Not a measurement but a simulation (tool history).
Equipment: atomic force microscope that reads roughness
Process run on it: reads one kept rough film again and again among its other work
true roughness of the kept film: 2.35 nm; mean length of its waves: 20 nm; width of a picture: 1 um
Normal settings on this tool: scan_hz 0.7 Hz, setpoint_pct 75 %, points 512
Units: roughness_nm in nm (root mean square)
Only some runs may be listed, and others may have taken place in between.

{"run": 1, "hour": 0.0, "scan_hz": 0.7, "setpoint_pct": 75, "points": 512, "roughness_nm": 1.802}
{"run": 2, "hour": 25.8, "scan_hz": 0.7, "setpoint_pct": 75, "points": 512, "roughness_nm": 1.798}
{"run": 3, "hour": 61.7, "scan_hz": 0.607, "setpoint_pct": 75, "points": 512, "roughness_nm": 1.812}
{"run": 4, "hour": 90.7, "scan_hz": 0.607, "setpoint_pct": 75, "points": 512, "roughness_nm": 1.818}
{"run": 5, "hour": 118.9, "scan_hz": 0.7, "setpoint_pct": 75, "points": 415, "roughness_nm": 1.804}
{"run": 6, "hour": 152.4, "scan_hz": 0.7, "setpoint_pct": 75, "points": 512, "roughness_nm": 1.797}
{"hour": 171.1, "done": "new tip fitted"}
{"run": 7, "hour": 181.5, "scan_hz": 0.7, "setpoint_pct": 75, "points": 512, "roughness_nm": 1.802}
{"run": 8, "hour": 236.0, "scan_hz": 0.7, "setpoint_pct": 75, "points": 275, "roughness_nm": 1.778}
{"run": 9, "hour": 271.5, "scan_hz": 0.7, "setpoint_pct": 75, "points": 512, "roughness_nm": 1.799}
{"run": 10, "hour": 320.9, "scan_hz": 0.7, "setpoint_pct": 75, "points": 512, "roughness_nm": 1.804}
{"hour": 341.5, "done": "new tip fitted"}
{"run": 11, "hour": 361.1, "scan_hz": 0.7, "setpoint_pct": 75, "points": 512, "roughness_nm": 1.834}
{"run": 12, "hour": 408.1, "scan_hz": 0.7, "setpoint_pct": 75, "points": 256, "roughness_nm": 1.741}
{"run": 13, "hour": 449.1, "scan_hz": 0.7, "setpoint_pct": 75, "points": 256, "roughness_nm": 1.747}

Estimate the outcome of run 14 from the log above:
{"run": 14, "hour": 486.1, "scan_hz": 3.453, "setpoint_pct": 77, "points": 545, "roughness_nm": "?"}

Run 14 yielded roughness_nm 1.504 nm (root mean square).
If the tool had no hidden condition, the same run with the same run-to-run variation would have returned roughness_nm 1.507 nm (root mean square).
